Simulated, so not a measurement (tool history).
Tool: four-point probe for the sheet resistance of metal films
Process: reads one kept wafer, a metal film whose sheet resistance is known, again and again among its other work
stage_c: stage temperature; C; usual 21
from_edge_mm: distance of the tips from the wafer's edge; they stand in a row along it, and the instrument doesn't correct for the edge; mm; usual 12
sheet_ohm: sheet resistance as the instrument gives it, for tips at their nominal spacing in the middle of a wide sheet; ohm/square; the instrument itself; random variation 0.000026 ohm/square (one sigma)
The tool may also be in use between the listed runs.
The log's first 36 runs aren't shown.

| run | hour | stage_c | from_edge_mm | touches since the probe head was changed | hours of work since the stage's thermometer was calibrated | sheet_ohm |
|---|---|---|---|---|---|---|
| 37 | 550.4 | 21 | 71 | 31553 | 148 | 0.13113 |
| 38 | 570.9 | 31 | 5 | 32143 | 163 | 0.133158 |
| 39 | 582.8 | 30 | 29 | 32487 | 171 | 0.132361 |
| 40 | 595 | 24 | 22 | 32840 | 180 | 0.131607 |
| 41 | 612 | 20 | 31 | 33329 | 193 | 0.13107 |
| 42 | 624.3 | 20 | 31 | 33686 | 202 | 0.131034 |
| 43 | 646.8 | 20 | 12 | 34334 | 218 | 0.131122 |
| 44 | 657.7 | 20 | 12 | 34649 | 226 | 0.131147 |

Forecast each of these 5 alternatives for the next run:
| A | 672.8 | 31 | 4 | 35085 | 237 | ? |
| B | 672.8 | 19 | 37 | 35085 | 237 | ? |
| C | 672.8 | 31 | 6 | 35085 | 237 | ? |
| D | 672.8 | 20 | 6 | 35085 | 237 | ? |
| E | 672.8 | 23 | 37 | 35085 | 237 | ? |

| run | sheet_ohm |
|---|---|
| A | 0.133577 |
| B | 0.130865 |
| C | 0.132959 |
| D | 0.131501 |
| E | 0.131408 |
Without the tool's hidden state the same runs would have given:
| run | sheet_ohm |
|---|---|
| A | 0.133564 |
| B | 0.130853 |
| C | 0.132947 |
| D | 0.131489 |
| E | 0.131396 |

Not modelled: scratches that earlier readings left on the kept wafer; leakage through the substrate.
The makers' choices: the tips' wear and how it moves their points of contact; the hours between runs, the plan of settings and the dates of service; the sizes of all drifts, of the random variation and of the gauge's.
